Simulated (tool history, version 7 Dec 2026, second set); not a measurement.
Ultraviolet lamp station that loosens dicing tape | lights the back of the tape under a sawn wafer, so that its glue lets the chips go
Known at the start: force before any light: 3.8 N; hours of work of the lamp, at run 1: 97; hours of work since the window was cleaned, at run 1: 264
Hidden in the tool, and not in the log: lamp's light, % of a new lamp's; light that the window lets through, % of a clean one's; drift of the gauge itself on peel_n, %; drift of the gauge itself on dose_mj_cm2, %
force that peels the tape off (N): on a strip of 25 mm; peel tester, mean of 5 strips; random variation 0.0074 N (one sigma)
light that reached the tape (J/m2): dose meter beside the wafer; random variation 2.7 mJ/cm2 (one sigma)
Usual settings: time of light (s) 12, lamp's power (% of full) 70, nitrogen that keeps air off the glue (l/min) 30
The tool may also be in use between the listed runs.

run   hour  time of light (s)  lamp's power (% of full)  nitrogen that keeps air off the glue (l/min)  hours of work of the lamp  hours of work since the window was cleaned  force that peels the tape off (N)  light that reached the tape (J/m2)
  1      0                 12                        70                                            30                         97                                         264                               0.38                                3010
      11.8  -- window cleaned of glue's vapour
  2   15.6                 12                        98                                            30                        107                                           3                              0.172                                4710
  3   29.3                 12                        70                                            30                        116                                          11                              0.303                                3340
  4   39.4                 12                        70                                            30                        122                                          18                              0.309                                3360
  5   56.1                 12                        98                                            30                        133                                          29                              0.169                                4620
  6   72.5                 12                        98                                            30                        144                                          40                              0.184                                4540
  7   86.4                 12                        70                                            30                        153                                          49                              0.316                                3240
  8   98.2                 12                        70                                            16                        161                                          56                               0.46                                3250
  9  114.7                 12                        70                                            16                        171                                          67                              0.461                                3140
 10  132.5                 12                        70                                            16                        183                                          79                              0.446                                3150
 11  147.9                 12                        70                                            16                        193                                          89                              0.465                                3130
 12  160.2                 12                        70                                            16                        201                                          97                              0.472                                3070
 13    170                 12                        70                                            16                        207                                         103                              0.503                                3110
 14  187.5                 12                        70                                            16                        219                                         114                              0.502                                3040
 15  200.4                  9                        70                                            16                        227                                         123                               0.82                                2270
 16  213.9                 12                        85                                            30                        236                                         132                              0.252                                3720
 17  225.7                 12                        85                                            30                        243                                         139                               0.27                                3620
 18    236                 12                        70                                            30                        250                                         146                              0.372                                3000
 19  248.5                 12                        70                                            30                        258                                         154                              0.395                                2930
 20  261.4                 12                        70                                            30                        267                                         162                              0.396                                2900
 21  271.4                 13                        70                                            26                        273                                         169                              0.375                                3170
 22  282.9                 14                        78                                            42                        281                                         176                              0.223                                3790
 23  293.1                  7                        94                                            38                        287                                         183                              0.568                                2250
 24  310.4                  7                        94                                            38                        299                                         194                              0.559                                2210
 25  320.4                 20                        71                                            52                        305                                         201                              0.144                                4760
 26  327.8                 20                        71                                            52                        310                                         206                              0.146                                4780
 27  336.6                 12                        90                                            15                        316                                         211                              0.384                                3610
 28  349.9                 20                        66                                            30                        324                                         220                              0.199                                4380
 29  357.1                 16                        85                                            30                        329                                         225                              0.183                                4430
 30  369.5                 12                        80                                            30                        337                                         233                              0.356                                3140
 31  383.6                 12                        80                                            30                        346                                         242                              0.356                                3100
 32  391.8                 17                        96                                            47                        352                                         247                              0.132                                5290
 33  399.3                 21                        66                                             9                        356                                         252                              0.339                                4450
 34  413.4                 21                        66                                             9                        366                                         261                              0.351                                4370
 35    424                 21                        66                                             9                        373                                         268                              0.362                                4400
     429.3  -- window cleaned of glue's vapour
 36  439.7                 18                        70                                            24                        382                                           7                              0.188                                4540
 37  456.6                 18                        70                                            24                        393                                          18                              0.199                                4510

5 ways to go on from here, each from the tool as it stands after run 37. What would each give?
  A  471.5                 13                        81                                            51                        403                                          27                                  ?                                   ?
  B  471.5                 18                        89                                            28                        403                                          27                                  ?                                   ?
  C  471.5                 18                        73                                            32                        403                                          27                                  ?                                   ?
  D  471.5                 18                        93                                            24                        403                                          27                                  ?                                   ?
  E  471.5                  7                        70                                            24                        403                                          27                                  ?                                   ?

run  force that peels the tape off (N)  light that reached the tape (J/m2)
  A                              0.202                                3740
  B                               0.14                                5710
  C                              0.167                                4630
  D                              0.137                                5920
  E                              0.995                                1740
Without the tool's hidden state the same runs would have given:
run  force that peels the tape off (N)  light that reached the tape (J/m2)
  A                              0.156                                4460
  B                              0.123                                6800
  C                              0.136                                5520
  D                               0.12                                7070
  E                               0.78                                2080
